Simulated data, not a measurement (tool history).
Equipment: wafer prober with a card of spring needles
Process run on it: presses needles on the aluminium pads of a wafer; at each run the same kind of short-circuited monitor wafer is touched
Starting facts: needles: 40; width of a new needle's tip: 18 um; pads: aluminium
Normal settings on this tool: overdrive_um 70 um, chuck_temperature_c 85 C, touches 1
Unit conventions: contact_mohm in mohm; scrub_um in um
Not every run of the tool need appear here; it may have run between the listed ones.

run,hour,overdrive_um,chuck_temperature_c,touches,contact_mohm,scrub_um
1,0,70,85,1,274,16.39
# hour 7.7: tips cleaned on abrasive film
2,19.2,70,85,1,285,16.28
# hour 21.9: tips cleaned on abrasive film
# hour 34.9: tips cleaned on abrasive film
# hour 40.7: height of the first contact set anew
# hour 49.7: tips cleaned on abrasive film
3,51.2,70,85,1,244,15.99
# hour 64.6: tips cleaned on abrasive film
# hour 77.2: tips cleaned on abrasive film
4,79.1,70,85,1,249,16.03
# hour 89.6: tips cleaned on abrasive film
# hour 101.9: tips cleaned on abrasive film
# hour 105.2: height of the first contact set anew, once more
# hour 114.6: tips cleaned on abrasive film
5,116.1,70,85,1,243,16.79
# hour 126.8: tips cleaned on abrasive film
6,134.8,70,85,1,272,16.79
# hour 141.1: tips cleaned on abrasive film
# hour 154.7: tips cleaned on abrasive film
7,157.1,70,85,1,245,16.77
# hour 167.9: tips cleaned on abrasive film
# hour 181.7: tips cleaned on abrasive film
8,186.2,70,85,1,256,16.65
# hour 193.8: tips cleaned on abrasive film
9,205.4,70,115,3,254,16.56
# hour 208.4: tips cleaned on abrasive film
# hour 222.4: tips cleaned on abrasive film
# hour 235.8: tips cleaned on abrasive film
10,243.9,70,83,1,281,16.61
# hour 250.6: tips cleaned on abrasive film
# hour 264.3: tips cleaned on abrasive film
# hour 277.4: tips cleaned on abrasive film
11,277.4,53,33,1,230,12.38
# hour 291.1: tips cleaned on abrasive film
12,296.7,70,43,1,266,16.44
# hour 305.1: tips cleaned on abrasive film
# hour 319.2: tips cleaned on abrasive film
# hour 332.4: tips cleaned on abrasive film
13,336.5,70,43,1,255,16.43
# hour 346: tips cleaned on abrasive film
# hour 358.7: tips cleaned on abrasive film
14,358.7,70,26,1,215,16.31
# hour 372.4: tips cleaned on abrasive film
# hour 386: tips cleaned on abrasive film
15,391.8,70,26,1,258,16.33

5 ways to go on from here, each from the tool as it stands after run 15. What would each give?
# hour 395.8: height of the first contact set anew
# hour 398.5: tips cleaned on abrasive film
# hour 412.6: tips cleaned on abrasive film
A,419,81,28,2,?,?
# hour 395.8: height of the first contact set anew
# hour 398.5: tips cleaned on abrasive film
# hour 412.6: tips cleaned on abrasive film
B,419,57,70,1,?,?
# hour 395.8: height of the first contact set anew
# hour 398.5: tips cleaned on abrasive film
# hour 412.6: tips cleaned on abrasive film
C,419,74,33,2,?,?
# hour 395.8: height of the first contact set anew
# hour 398.5: tips cleaned on abrasive film
# hour 412.6: tips cleaned on abrasive film
D,419,52,33,1,?,?
# hour 395.8: height of the first contact set anew
# hour 398.5: tips cleaned on abrasive film
# hour 412.6: tips cleaned on abrasive film
E,419,58,26,1,?,?

run,contact_mohm,scrub_um
A,233,19.39
B,290,13.63
C,238,17.74
D,299,12.42
E,278,13.83
Had the tool no hidden state, the same runs would have come out as:
run,contact_mohm,scrub_um
A,209,19.44
B,223,13.68
C,210,17.79
D,216,12.47
E,210,13.88

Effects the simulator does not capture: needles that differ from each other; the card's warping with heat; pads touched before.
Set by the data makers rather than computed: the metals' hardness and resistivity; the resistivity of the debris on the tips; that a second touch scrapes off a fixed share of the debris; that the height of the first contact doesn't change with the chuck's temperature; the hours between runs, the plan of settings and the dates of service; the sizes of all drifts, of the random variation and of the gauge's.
